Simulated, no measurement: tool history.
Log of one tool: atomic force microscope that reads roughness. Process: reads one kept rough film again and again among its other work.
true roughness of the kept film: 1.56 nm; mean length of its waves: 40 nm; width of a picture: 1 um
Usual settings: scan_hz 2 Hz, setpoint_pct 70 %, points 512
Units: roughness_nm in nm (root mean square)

run 1 hour=0 | scan_hz=2 setpoint_pct=70 points=512 | roughness_nm=1.422
run 2 hour=17.8 | scan_hz=0.82 setpoint_pct=70 points=512 | roughness_nm=1.462
run 3 hour=36.4 | scan_hz=0.82 setpoint_pct=70 points=512 | roughness_nm=1.453
run 4 hour=57.3 | scan_hz=2 setpoint_pct=70 points=337 | roughness_nm=1.393
run 5 hour=80.7 | scan_hz=2 setpoint_pct=70 points=337 | roughness_nm=1.374
-- hour=96.6 new tip fitted
run 6 hour=98.4 | scan_hz=2 setpoint_pct=70 points=903 | roughness_nm=1.44
run 7 hour=120.8 | scan_hz=2 setpoint_pct=70 points=903 | roughness_nm=1.418
run 8 hour=142.5 | scan_hz=2 setpoint_pct=77 points=512 | roughness_nm=1.385
run 9 hour=163.8 | scan_hz=2 setpoint_pct=70 points=512 | roughness_nm=1.393
run 10 hour=173.8 | scan_hz=2 setpoint_pct=70 points=512 | roughness_nm=1.376
run 11 hour=187.1 | scan_hz=2 setpoint_pct=70 points=512 | roughness_nm=1.365
-- hour=192 new tip fitted
run 12 hour=198.1 | scan_hz=2 setpoint_pct=70 points=512 | roughness_nm=1.441
run 13 hour=211.2 | scan_hz=2 setpoint_pct=70 points=512 | roughness_nm=1.429
run 14 hour=230.6 | scan_hz=2 setpoint_pct=71 points=512 | roughness_nm=1.416
run 15 hour=249.7 | scan_hz=2 setpoint_pct=71 points=512 | roughness_nm=1.389
run 16 hour=261.2 | scan_hz=0.83 setpoint_pct=85 points=542 | roughness_nm=1.387
run 17 hour=283.7 | scan_hz=1.23 setpoint_pct=86 points=808 | roughness_nm=1.339
-- hour=287.8 new tip fitted
run 18 hour=303.1 | scan_hz=2 setpoint_pct=70 points=266 | roughness_nm=1.412
run 19 hour=316.3 | scan_hz=1.09 setpoint_pct=67 points=266 | roughness_nm=1.448
run 20 hour=339.8 | scan_hz=2 setpoint_pct=84 points=981 | roughness_nm=1.339
run 21 hour=353.9 | scan_hz=2 setpoint_pct=84 points=320 | roughness_nm=1.315
run 22 hour=376.8 | scan_hz=2.18 setpoint_pct=84 points=949 | roughness_nm=1.295
-- hour=383.4 new tip fitted
run 23 hour=391.7 | scan_hz=2.18 setpoint_pct=84 points=949 | roughness_nm=1.358

4 ways to go on from here, each from the tool as it stands after run 23. What would each give?
run A hour=413.7 | scan_hz=2.18 setpoint_pct=66 points=949 | roughness_nm=?
run B hour=413.7 | scan_hz=2.75 setpoint_pct=82 points=485 | roughness_nm=?
run C hour=413.7 | scan_hz=1.23 setpoint_pct=65 points=720 | roughness_nm=?
run D hour=413.7 | scan_hz=2 setpoint_pct=87 points=698 | roughness_nm=?

run=A roughness_nm=1.419
run=B roughness_nm=1.31
run=C roughness_nm=1.457
run=D roughness_nm=1.327
Without the tool's hidden state the same runs would have given:
run=A roughness_nm=1.45
run=B roughness_nm=1.338
run=C roughness_nm=1.488
run=D roughness_nm=1.356
